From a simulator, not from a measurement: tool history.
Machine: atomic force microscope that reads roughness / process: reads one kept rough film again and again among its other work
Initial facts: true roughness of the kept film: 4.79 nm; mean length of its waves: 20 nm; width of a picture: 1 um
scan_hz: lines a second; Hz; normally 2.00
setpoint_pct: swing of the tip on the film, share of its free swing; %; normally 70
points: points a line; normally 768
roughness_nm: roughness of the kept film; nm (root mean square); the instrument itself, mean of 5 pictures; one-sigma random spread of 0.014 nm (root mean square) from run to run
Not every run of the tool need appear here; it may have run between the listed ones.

run,hour,scan_hz,setpoint_pct,points,roughness_nm
1,0.0,2.00,70,768,2.614
# hour 21.2: new tip fitted
2,63.3,0.91,70,768,3.310
3,123.9,2.00,70,768,2.853
4,201.8,2.10,70,768,2.532
# hour 228.2: new tip fitted
5,269.6,2.10,70,768,3.178
6,347.1,2.00,69,768,2.853
7,411.4,2.00,69,768,2.585
# hour 433.4: new tip fitted
8,456.9,2.00,70,768,3.253
# hour 505.9: height scale calibrated on a step standard
9,530.9,2.00,70,768,2.981
10,568.6,2.00,70,768,2.810
11,607.0,2.00,70,768,2.660
# hour 641.9: new tip fitted
12,657.9,2.00,70,768,3.338
13,720.6,2.00,70,768,3.053
14,781.4,2.00,73,768,2.726
15,834.7,2.00,70,768,2.566
# hour 848.1: new tip fitted
16,893.9,2.00,70,768,3.199
17,957.9,2.00,79,768,2.733
18,1029.7,2.00,79,768,2.468
# hour 1053.8: new tip fitted
19,1095.5,2.00,79,768,3.038
20,1147.2,2.00,70,768,2.957
21,1181.1,2.00,70,768,2.807
22,1229.3,2.00,70,506,2.637
# hour 1258.8: new tip fitted
23,1273.6,1.89,70,506,3.354
24,1330.4,1.89,70,506,3.038
25,1369.4,2.00,70,706,2.877
26,1445.4,0.69,70,768,2.747
# hour 1462.8: new tip fitted
27,1497.3,0.69,70,768,3.406
28,1550.8,2.89,89,305,2.205
29,1614.4,2.89,89,305,2.046
# hour 1667.1: new tip fitted
30,1667.1,1.14,89,960,3.248
31,1710.6,0.63,69,768,3.405
32,1779.9,2.00,55,768,3.033
33,1858.9,1.52,74,768,2.591
# hour 1871.6: new tip fitted
34,1894.3,1.52,74,768,3.329
35,1960.0,0.60,65,768,3.197
36,2020.9,0.60,65,768,2.912
37,2054.2,0.84,75,768,2.697
# hour 2075.8: new tip fitted
38,2102.5,0.84,75,768,3.438
39,2184.0,0.84,75,768,3.004
40,2217.3,0.64,75,768,2.902
41,2275.8,0.64,75,304,2.625
# hour 2282.3: new tip fitted
42,2331.9,3.47,64,375,3.023
43,2399.7,1.86,64,693,2.947
44,2468.2,1.49,60,712,2.760
# hour 2487.3: new tip fitted
45,2532.9,2.10,87,812,2.763
46,2578.6,2.10,87,812,2.577
47,2634.0,1.35,76,713,2.749
# hour 2690.7: new tip fitted
48,2699.6,1.35,70,488,3.425
49,2769.8,1.35,70,488,3.080

Branching from run 49: 3 alternative next runs. What would each branch give?
A,2832.6,3.15,70,768,?
B,2832.6,1.48,62,532,?
C,2832.6,0.64,70,991,?

run,roughness_nm
A,2.580
B,2.870
C,2.939
What these runs would have given with no unlogged condition in the tool:
run,roughness_nm
A,3.266
B,3.633
C,3.719

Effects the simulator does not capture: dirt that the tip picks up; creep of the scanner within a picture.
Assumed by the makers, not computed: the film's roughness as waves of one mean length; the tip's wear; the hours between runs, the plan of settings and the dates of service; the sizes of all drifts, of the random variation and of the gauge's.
